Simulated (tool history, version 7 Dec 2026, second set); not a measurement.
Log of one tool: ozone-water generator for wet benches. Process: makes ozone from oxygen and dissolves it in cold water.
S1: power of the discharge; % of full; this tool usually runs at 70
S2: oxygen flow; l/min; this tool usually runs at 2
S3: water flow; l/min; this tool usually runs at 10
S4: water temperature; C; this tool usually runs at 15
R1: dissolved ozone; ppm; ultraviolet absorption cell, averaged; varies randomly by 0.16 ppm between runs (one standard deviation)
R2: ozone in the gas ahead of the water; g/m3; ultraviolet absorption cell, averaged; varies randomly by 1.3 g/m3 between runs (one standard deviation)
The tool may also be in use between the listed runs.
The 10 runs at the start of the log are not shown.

run,hour,S1,S2,S3,S4,R1,R2
11,945,70,2,10,15,20,229.9
12,1090.7,70,2,10,15,19.8,227.5
13,1158,70,2,10,15,19.8,229.7
14,1245.8,70,2,10,15,19.7,228.5
15,1308,70,2,10,15,19.7,227.2
16,1445,70,2,8,15,24.4,226.4
17,1553.3,70,2,10,15,19.5,226
18,1676.8,70,2.88,10,15,19.1,177.7
19,1761.9,86,2.88,10,15,22.3,207.8
20,1893.4,86,2.72,12,15,18.8,216.4
21,2024.7,96,1.14,9,16,27,413
22,2166.7,76,1.05,10,15,19.9,358
23,2285.9,76,1.05,12,15,16,360.8

Run 24 is up next; what results do you expect?
24,2398.5,76,1.05,12,15,?,?

R1: 15.9 ppm
R2: 356.7 g/m3
Take away the tool's hidden state, keep the run-to-run variation as it was, and the same run would have given R1 17.4 ppm, R2 377.7 g/m3.
